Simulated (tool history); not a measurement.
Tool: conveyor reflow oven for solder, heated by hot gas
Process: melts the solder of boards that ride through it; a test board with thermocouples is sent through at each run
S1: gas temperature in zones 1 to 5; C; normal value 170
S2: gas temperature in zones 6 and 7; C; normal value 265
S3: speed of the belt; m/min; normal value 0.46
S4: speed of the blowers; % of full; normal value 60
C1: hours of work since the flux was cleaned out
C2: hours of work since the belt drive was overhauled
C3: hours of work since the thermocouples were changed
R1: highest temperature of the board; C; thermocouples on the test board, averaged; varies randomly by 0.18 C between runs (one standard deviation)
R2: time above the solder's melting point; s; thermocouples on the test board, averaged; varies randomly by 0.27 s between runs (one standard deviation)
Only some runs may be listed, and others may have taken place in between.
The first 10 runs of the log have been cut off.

Run 11, day 23.025: usual settings but S3 0.529 m/min; C1 417; C2 834; C3 693. Result: R1 242.1 C, R2 46.2 s.
Run 12, day 25.612: usual settings but S3 0.441 m/min; C1 455; C2 871; C3 731. Result: R1 248.6 C, R2 66.2 s.
At day 27.162: flux residue cleaned out of gas plates and filters.
Run 13, day 28.521: usual settings but S3 0.441 m/min; C1 20; C2 910; C3 770. Result: R1 249.8 C, R2 68 s.
Run 14, day 30.442: usual settings; C1 47; C2 938; C3 797. Result: R1 248.7 C, R2 63.3 s.
Run 15, day 32.146: usual settings; C1 72; C2 962; C3 822. Result: R1 248.4 C, R2 63.6 s.
Run 16, day 35.333: usual settings but S1 161 C, S3 0.497 m/min; C1 118; C2 1008; C3 868. Result: R1 243.6 C, R2 49.3 s.
At day 37.283: belt drive overhauled, speed set with a stopwatch.
Run 17, day 37.283: usual settings but S1 165 C, S3 0.497 m/min, S4 78 % of full; C1 144; C2 0; C3 894. Result: R1 249.1 C, R2 56.3 s.
Run 18, day 40.046: usual settings but S1 165 C, S3 0.497 m/min, S4 78 % of full; C1 184; C2 40; C3 934. Result: R1 249.4 C, R2 56.5 s.
Run 19, day 41.588: usual settings but S1 162 C, S2 269 C, S4 52 % of full; C1 206; C2 62; C3 956. Result: R1 245.9 C, R2 55.5 s.
Run 20, day 43.779: usual settings but S1 162 C, S2 266 C, S4 52 % of full; C1 237; C2 94; C3 988. Result: R1 243.9 C, R2 52.7 s.
Run 21, day 47.229: usual settings but S1 162 C, S2 266 C, S4 52 % of full; C1 287; C2 144; C3 1037. Result: R1 243.4 C, R2 52.6 s.
Run 22, day 49.433: usual settings but S1 162 C, S2 256 C, S4 53 % of full; C1 319; C2 175; C3 1069. Result: R1 235.8 C, R2 42.3 s.
Run 23, day 51.054: usual settings but S1 172 C, S2 268 C, S3 0.55 m/min, S4 59 % of full; C1 342; C2 199; C3 1093. Result: R1 242.7 C, R2 45.1 s.
Run 24, day 53.85: usual settings but S1 178 C, S4 87 % of full; C1 383; C2 239; C3 1133. Result: R1 255.1 C, R2 73.7 s.
Run 25, day 56.292: usual settings but S1 178 C, S4 87 % of full; C1 418; C2 274; C3 1168. Result: R1 255.1 C, R2 73 s.
At day 57.454: thermocouples of zones 6 and 7 changed.
Run 26, day 59.412: usual settings but S2 267 C; C1 462; C2 318; C3 28. Result: R1 246.4 C, R2 59.4 s.
At day 60.333: flux residue cleaned out of gas plates and filters.
Run 27, day 62.175: usual settings but S3 0.449 m/min, S4 54 % of full; C1 27; C2 355; C3 65. Result: R1 245.6 C, R2 60.4 s.
Run 28, day 63.967: usual settings but S3 0.449 m/min, S4 54 % of full; C1 52; C2 381; C3 91. Result: R1 245.5 C, R2 60.3 s.
Run 29, day 67.2: usual settings but S1 166 C, S2 278 C; C1 99; C2 428; C3 138. Result: R1 256.9 C, R2 68.1 s.
Run 30, day 69.342: usual settings but S1 182 C, S2 274 C, S3 0.479 m/min, S4 61 % of full; C1 130; C2 459; C3 169. Result: R1 255.5 C, R2 70.3 s.

Forecast each of these 4 alternatives for the next run:
Run A, day 71.233: usual settings but S1 164 C, S2 277 C; C1 157; C2 486; C3 196. Result: R1 ?, R2 ?.
Run B, day 71.233: usual settings but S1 166 C, S2 276 C, S3 0.508 m/min, S4 61 % of full; C1 157; C2 486; C3 196. Result: R1 ?, R2 ?.
Run C, day 71.233: usual settings but S1 174 C, S3 0.452 m/min; C1 157; C2 486; C3 196. Result: R1 ?, R2 ?.
Run D, day 71.233: usual settings but S4 57 % of full; C1 157; C2 486; C3 196. Result: R1 ?, R2 ?.

run     R1    R2
  A  255.4  66.3
  B  251.2  56.5
  C  247.9  64.8
  D  245.3    59
The same runs, with their run-to-run variation unchanged, on a tool lacking any hidden condition would have given:
run     R1    R2
  A  255.4    66
  B  251.2  56.4
  C  247.8  64.5
  D  245.2  58.7
